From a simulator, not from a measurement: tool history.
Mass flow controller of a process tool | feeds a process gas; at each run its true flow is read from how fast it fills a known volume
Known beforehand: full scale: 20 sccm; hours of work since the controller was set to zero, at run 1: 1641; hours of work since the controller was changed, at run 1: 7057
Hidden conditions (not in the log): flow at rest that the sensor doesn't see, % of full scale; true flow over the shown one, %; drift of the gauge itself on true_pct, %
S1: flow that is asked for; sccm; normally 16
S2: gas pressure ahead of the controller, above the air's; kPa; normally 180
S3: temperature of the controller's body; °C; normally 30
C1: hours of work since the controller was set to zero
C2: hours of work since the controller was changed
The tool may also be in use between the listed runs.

{"run": 1, "hour": 0.0, "S1": 16, "S2": 180, "S3": 30, "C1": 1641, "C2": 7057, "true flow (%)": 97.58}
{"run": 2, "hour": 363.0, "S1": 17, "S2": 180, "S3": 30, "C1": 1810, "C2": 7226, "true flow (%)": 97.67}
{"run": 3, "hour": 707.8, "S1": 16, "S2": 180, "S3": 30, "C1": 1971, "C2": 7387, "true flow (%)": 97.5}
{"run": 4, "hour": 1103.6, "S1": 16, "S2": 180, "S3": 30, "C1": 2155, "C2": 7571, "true flow (%)": 97.48}
{"run": 5, "hour": 1506.0, "S1": 16, "S2": 164, "S3": 30, "C1": 2342, "C2": 7759, "true flow (%)": 97.39}
{"run": 6, "hour": 1711.3, "S1": 16, "S2": 164, "S3": 30, "C1": 2438, "C2": 7854, "true flow (%)": 97.2}
{"run": 7, "hour": 2143.4, "S1": 16, "S2": 164, "S3": 30, "C1": 2639, "C2": 8055, "true flow (%)": 97.28}
{"run": 8, "hour": 2616.9, "S1": 4, "S2": 164, "S3": 25, "C1": 2860, "C2": 8276, "true flow (%)": 93.98}
{"run": 9, "hour": 2867.0, "S1": 4, "S2": 164, "S3": 25, "C1": 2976, "C2": 8392, "true flow (%)": 93.77}
{"run": 10, "hour": 3345.3, "S1": 4, "S2": 164, "S3": 25, "C1": 3199, "C2": 8615, "true flow (%)": 93.53}
{"run": 11, "hour": 3617.6, "S1": 3, "S2": 144, "S3": 25, "C1": 3326, "C2": 8742, "true flow (%)": 92.84}
{"run": 12, "hour": 3995.2, "S1": 18, "S2": 177, "S3": 21, "C1": 3502, "C2": 8918, "true flow (%)": 96.48}
{"run": 13, "hour": 4287.7, "S1": 18, "S2": 177, "S3": 21, "C1": 3638, "C2": 9054, "true flow (%)": 96.39}

What if the next run were any one of these 5? Each begins from the tool's condition after run 13:
{"run": "A", "hour": 4550.4, "S1": 13, "S2": 157, "S3": 28, "C1": 3760, "C2": 9177, "true flow (%)": "?"}
{"run": "B", "hour": 4550.4, "S1": 5, "S2": 144, "S3": 21, "C1": 3760, "C2": 9177, "true flow (%)": "?"}
{"run": "C", "hour": 4550.4, "S1": 17, "S2": 268, "S3": 24, "C1": 3760, "C2": 9177, "true flow (%)": "?"}
{"run": "D", "hour": 4550.4, "S1": 7, "S2": 183, "S3": 30, "C1": 3760, "C2": 9177, "true flow (%)": "?"}
{"run": "E", "hour": 4550.4, "S1": 7, "S2": 149, "S3": 30, "C1": 3760, "C2": 9177, "true flow (%)": "?"}

run=A true_flow_(%)=96.24
run=B true_flow_(%)=93.62
run=C true_flow_(%)=96.02
run=D true_flow_(%)=94.79
run=E true_flow_(%)=95.04
With the hidden condition removed and each run's random variation left untouched, the same runs would have given:
run=A true_flow_(%)=99.73
run=B true_flow_(%)=98.44
run=C true_flow_(%)=99.31
run=D true_flow_(%)=98.99
run=E true_flow_(%)=99.24

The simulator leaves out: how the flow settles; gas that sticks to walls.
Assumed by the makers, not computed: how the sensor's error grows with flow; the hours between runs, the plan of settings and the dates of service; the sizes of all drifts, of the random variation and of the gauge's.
